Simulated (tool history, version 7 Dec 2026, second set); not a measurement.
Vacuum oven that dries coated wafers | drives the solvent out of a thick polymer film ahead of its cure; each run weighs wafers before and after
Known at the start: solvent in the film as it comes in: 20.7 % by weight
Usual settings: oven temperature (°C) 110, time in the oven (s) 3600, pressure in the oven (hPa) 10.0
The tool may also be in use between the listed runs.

run   hour  oven temperature (°C)  time in the oven (s)  pressure in the oven (hPa)  solvent left in the film (%)
  1    0.0                    110                  3600                        10.0                          4.92
  2   23.7                    101                  3600                        10.0                          6.99
  3   47.3                    101                  3600                        10.0                          7.02
  4   58.3                    100                  3600                        10.0                          7.25
  5   68.4                     99                  3600                        10.0                          7.48
  6   91.0                    110                  3600                        10.0                          4.90
  7  106.1                    110                  3600                        10.0                          4.93
     109.1  -- vacuum gauge cleaned of residue and calibrated
  8  123.6                    110                  3600                        10.0                          4.94
  9  139.9                    114                  5280                        25.4                          3.10
 10  155.6                    118                  3300                         7.0                          3.66
 11  166.4                    110                  6120                         6.1                          2.13

Forecast run 12:
 12  188.7                    110                  6120                         6.1                             ?

solvent left in the film (%): 2.11
Without the tool's hidden state the same run would have given solvent left in the film (%) 2.02.
